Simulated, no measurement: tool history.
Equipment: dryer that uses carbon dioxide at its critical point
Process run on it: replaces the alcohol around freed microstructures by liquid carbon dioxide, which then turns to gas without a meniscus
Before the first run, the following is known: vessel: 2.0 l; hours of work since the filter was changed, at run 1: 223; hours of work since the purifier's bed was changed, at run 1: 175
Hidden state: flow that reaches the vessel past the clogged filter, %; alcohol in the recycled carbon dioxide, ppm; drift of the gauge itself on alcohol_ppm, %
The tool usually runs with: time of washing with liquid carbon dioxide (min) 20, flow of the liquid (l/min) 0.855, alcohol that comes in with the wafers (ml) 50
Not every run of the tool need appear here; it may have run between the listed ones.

run,day,time of washing with liquid carbon dioxide (min),flow of the liquid (l/min),alcohol that comes in with the wafers (ml),hours of work since the filter was changed,hours of work since the purifier's bed was changed,alcohol left in the vessel before it's heated (ppm by volume)
1,0,20,0.855,50,223,175,106
2,0.658,20,0.855,38,231,183,102
3,1.129,20,0.855,38,238,190,101
4,1.721,20,0.855,38,246,197,105
5,2.146,20,0.855,50,251,203,129
6,2.492,20,0.855,50,256,208,126
7,3.125,20,0.855,50,264,216,134
8,3.775,15,0.855,50,273,225,340
9,4.1,15,0.855,50,277,229,347
10,4.754,29,0.855,50,286,238,83
# day 4.921: inlet filter changed
11,5.433,20,0.855,50,7,246,105
12,5.85,20,0.855,50,12,252,109
13,6.221,20,0.855,50,17,257,112
14,6.842,13,0.609,118,25,265,2576
15,7.204,13,0.609,118,30,270,2542
16,7.521,13,0.609,118,35,274,2594
17,7.946,26,0.609,22,40,280,109
18,8.546,17,0.855,32,48,288,142
19,9.104,18,1.293,52,56,295,92
20,9.392,18,1.315,33,59,299,98
21,9.683,18,0.621,24,63,303,252
22,10.167,14,1.003,90,70,309,277
23,10.85,31,0.604,26,79,318,111
24,11.15,31,0.604,26,83,322,116
25,11.612,15,0.855,59,89,328,305
26,12.254,14,1.033,78,98,337,261

For each entry between runs, how does the tool's hidden state at the last listed run before it compare with that at the first listed run after it?
Runs 10 to 11: inlet filter changed (day 4.921)
  flow that reaches the vessel past the clogged filter, %: 85.7 -> 99.3; alcohol in the recycled carbon dioxide, ppm: 80.4 -> 83
  measured minus no-state result, alcohol left in the vessel before it's heated (ppm by volume): +77 -> +78
